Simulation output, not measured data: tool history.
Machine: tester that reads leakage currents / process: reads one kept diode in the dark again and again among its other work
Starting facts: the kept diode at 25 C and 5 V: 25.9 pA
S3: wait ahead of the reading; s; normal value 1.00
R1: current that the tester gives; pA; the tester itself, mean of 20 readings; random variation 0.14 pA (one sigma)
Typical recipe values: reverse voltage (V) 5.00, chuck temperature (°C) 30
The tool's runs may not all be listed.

run 1 hour=0.0 | reverse_voltage_(V)=5.00 chuck_temperature_(°C)=30 S3=1.00 | R1=41.86
run 2 hour=65.2 | reverse_voltage_(V)=5.00 chuck_temperature_(°C)=23 S3=1.00 | R1=21.83
run 3 hour=130.9 | reverse_voltage_(V)=5.00 chuck_temperature_(°C)=23 S3=1.00 | R1=21.81
run 4 hour=198.4 | reverse_voltage_(V)=5.00 chuck_temperature_(°C)=23 S3=1.00 | R1=21.75
run 5 hour=243.8 | reverse_voltage_(V)=5.00 chuck_temperature_(°C)=23 S3=1.00 | R1=21.69
run 6 hour=281.5 | reverse_voltage_(V)=5.00 chuck_temperature_(°C)=23 S3=1.00 | R1=21.87
run 7 hour=320.6 | reverse_voltage_(V)=12.88 chuck_temperature_(°C)=30 S3=1.00 | R1=70.76
run 8 hour=387.3 | reverse_voltage_(V)=12.88 chuck_temperature_(°C)=30 S3=1.00 | R1=70.47
run 9 hour=444.3 | reverse_voltage_(V)=12.88 chuck_temperature_(°C)=30 S3=1.00 | R1=70.82
run 10 hour=512.5 | reverse_voltage_(V)=5.00 chuck_temperature_(°C)=30 S3=1.00 | R1=41.02
run 11 hour=573.8 | reverse_voltage_(V)=5.00 chuck_temperature_(°C)=30 S3=1.00 | R1=41.24
run 12 hour=626.3 | reverse_voltage_(V)=5.00 chuck_temperature_(°C)=37 S3=1.00 | R1=77.07
run 13 hour=673.0 | reverse_voltage_(V)=5.31 chuck_temperature_(°C)=30 S3=1.00 | R1=42.18
run 14 hour=734.3 | reverse_voltage_(V)=11.96 chuck_temperature_(°C)=30 S3=1.00 | R1=67.23
run 15 hour=801.1 | reverse_voltage_(V)=1.14 chuck_temperature_(°C)=30 S3=1.00 | R1=17.89
run 16 hour=843.3 | reverse_voltage_(V)=5.00 chuck_temperature_(°C)=22 S3=1.00 | R1=19.80
run 17 hour=892.1 | reverse_voltage_(V)=5.00 chuck_temperature_(°C)=30 S3=1.00 | R1=40.52
run 18 hour=928.0 | reverse_voltage_(V)=5.00 chuck_temperature_(°C)=30 S3=1.00 | R1=40.54
run 19 hour=961.7 | reverse_voltage_(V)=5.00 chuck_temperature_(°C)=30 S3=1.00 | R1=40.59
run 20 hour=1009.5 | reverse_voltage_(V)=5.00 chuck_temperature_(°C)=30 S3=1.00 | R1=40.48
run 21 hour=1072.7 | reverse_voltage_(V)=5.00 chuck_temperature_(°C)=30 S3=1.00 | R1=40.44
run 22 hour=1116.8 | reverse_voltage_(V)=5.00 chuck_temperature_(°C)=30 S3=1.00 | R1=45.08
run 23 hour=1166.4 | reverse_voltage_(V)=5.00 chuck_temperature_(°C)=30 S3=1.00 | R1=44.95
run 24 hour=1198.9 | reverse_voltage_(V)=5.25 chuck_temperature_(°C)=22 S3=5.92 | R1=21.33
run 25 hour=1263.3 | reverse_voltage_(V)=5.25 chuck_temperature_(°C)=22 S3=5.92 | R1=21.41
run 26 hour=1331.6 | reverse_voltage_(V)=1.97 chuck_temperature_(°C)=46 S3=1.33 | R1=108.44
run 27 hour=1388.8 | reverse_voltage_(V)=1.97 chuck_temperature_(°C)=41 S3=1.49 | R1=70.12
run 28 hour=1429.4 | reverse_voltage_(V)=1.97 chuck_temperature_(°C)=41 S3=1.49 | R1=70.48
run 29 hour=1468.5 | reverse_voltage_(V)=1.97 chuck_temperature_(°C)=41 S3=1.49 | R1=70.22
run 30 hour=1526.9 | reverse_voltage_(V)=1.97 chuck_temperature_(°C)=41 S3=1.49 | R1=69.89
run 31 hour=1566.6 | reverse_voltage_(V)=2.14 chuck_temperature_(°C)=54 S3=4.59 | R1=217.17
run 32 hour=1601.8 | reverse_voltage_(V)=13.58 chuck_temperature_(°C)=21 S3=1.00 | R1=36.91
run 33 hour=1675.9 | reverse_voltage_(V)=13.58 chuck_temperature_(°C)=21 S3=3.66 | R1=34.43
run 34 hour=1743.4 | reverse_voltage_(V)=4.66 chuck_temperature_(°C)=30 S3=1.00 | R1=42.31
run 35 hour=1791.2 | reverse_voltage_(V)=4.66 chuck_temperature_(°C)=30 S3=1.00 | R1=42.33
run 36 hour=1844.6 | reverse_voltage_(V)=18.97 chuck_temperature_(°C)=22 S3=1.00 | R1=49.76
run 37 hour=1918.5 | reverse_voltage_(V)=11.20 chuck_temperature_(°C)=57 S3=7.83 | R1=670.64
run 38 hour=1981.6 | reverse_voltage_(V)=11.20 chuck_temperature_(°C)=57 S3=7.83 | R1=669.26
run 39 hour=2055.6 | reverse_voltage_(V)=9.98 chuck_temperature_(°C)=36 S3=1.21 | R1=109.14

Not shown here: 1 entry made in the log between runs. Locate each between two listed runs and compare the hidden state at the listed run before it with the hidden state at the listed run after it:
Logged between run 21 and run 22: chuck's temperature calibrated (hour 1114.9)
  stray current of the dirty probe card, pA a volt: 0.181 -> 0.187; current scale over the true one, %: 0.23 -> 0.24; true chuck temperature over the reading, C: -0.97 -> 0.21
  difference, measured minus the result without the unlogged condition, R1: -2.77 -> +1.79 pA
